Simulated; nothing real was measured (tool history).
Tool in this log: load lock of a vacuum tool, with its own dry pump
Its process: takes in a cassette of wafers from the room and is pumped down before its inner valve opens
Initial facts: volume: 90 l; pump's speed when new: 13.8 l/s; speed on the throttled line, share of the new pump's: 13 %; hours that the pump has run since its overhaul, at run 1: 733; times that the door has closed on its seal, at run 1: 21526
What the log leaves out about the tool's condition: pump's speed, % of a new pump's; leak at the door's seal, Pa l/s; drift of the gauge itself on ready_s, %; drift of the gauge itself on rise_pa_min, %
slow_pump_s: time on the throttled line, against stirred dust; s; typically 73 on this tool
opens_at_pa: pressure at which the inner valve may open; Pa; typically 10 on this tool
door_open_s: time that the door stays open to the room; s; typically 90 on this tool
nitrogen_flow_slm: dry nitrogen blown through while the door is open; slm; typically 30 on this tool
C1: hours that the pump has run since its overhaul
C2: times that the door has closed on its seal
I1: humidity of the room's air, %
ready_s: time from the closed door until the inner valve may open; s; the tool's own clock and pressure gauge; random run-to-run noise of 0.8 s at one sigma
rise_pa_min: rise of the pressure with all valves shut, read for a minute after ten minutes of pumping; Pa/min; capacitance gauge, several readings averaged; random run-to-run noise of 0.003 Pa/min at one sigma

run 1 day=0 | slow_pump_s=73 opens_at_pa=10 door_open_s=90 nitrogen_flow_slm=30 | C1=733 C2=21526 | I1=45.1 | ready_s=124.7 rise_pa_min=0.215
run 2 day=1.875 | slow_pump_s=73 opens_at_pa=10 door_open_s=90 nitrogen_flow_slm=30 | C1=778 C2=21684 | I1=39.8 | ready_s=124.2 rise_pa_min=0.229
run 3 day=5.588 | slow_pump_s=73 opens_at_pa=10 door_open_s=90 nitrogen_flow_slm=30 | C1=867 C2=21995 | I1=43.9 | ready_s=125.2 rise_pa_min=0.24
run 4 day=7.483 | slow_pump_s=73 opens_at_pa=10 door_open_s=90 nitrogen_flow_slm=5 | C1=913 C2=22153 | I1=43.6 | ready_s=123.6 rise_pa_min=0.249
run 5 day=11.792 | slow_pump_s=73 opens_at_pa=10 door_open_s=90 nitrogen_flow_slm=41 | C1=1016 C2=22515 | I1=44.8 | ready_s=125.5 rise_pa_min=0.243
run 6 day=14.817 | slow_pump_s=126 opens_at_pa=8 door_open_s=41 nitrogen_flow_slm=8 | C1=1089 C2=22768 | I1=43.2 | ready_s=173.1 rise_pa_min=0.246
run 7 day=19.167 | slow_pump_s=126 opens_at_pa=11 door_open_s=41 nitrogen_flow_slm=8 | C1=1193 C2=23133 | I1=45.1 | ready_s=171.1 rise_pa_min=0.253
run 8 day=21.138 | slow_pump_s=126 opens_at_pa=11 door_open_s=41 nitrogen_flow_slm=8 | C1=1241 C2=23298 | I1=44.1 | ready_s=170.5 rise_pa_min=0.261
run 9 day=24.238 | slow_pump_s=126 opens_at_pa=11 door_open_s=41 nitrogen_flow_slm=8 | C1=1315 C2=23558 | I1=44.9 | ready_s=170.9 rise_pa_min=0.259
run 10 day=28.412 | slow_pump_s=98 opens_at_pa=10 door_open_s=90 nitrogen_flow_slm=30 | C1=1415 C2=23907 | I1=43.9 | ready_s=146.9 rise_pa_min=0.263

Difference, measured minus no-hidden-state, one row per run. Run-to-run variation is common to both terms; the gauge's own scatter need not be:
run=1 rise_pa_min=+0.205
run=2 rise_pa_min=+0.221
run=3 rise_pa_min=+0.225
run=4 rise_pa_min=+0.222
run=5 rise_pa_min=+0.228
run=6 rise_pa_min=+0.233
run=7 rise_pa_min=+0.239
run=8 rise_pa_min=+0.242
run=9 rise_pa_min=+0.243
run=10 rise_pa_min=+0.248
ready_s: within 0.6 s of the measured result in every run.
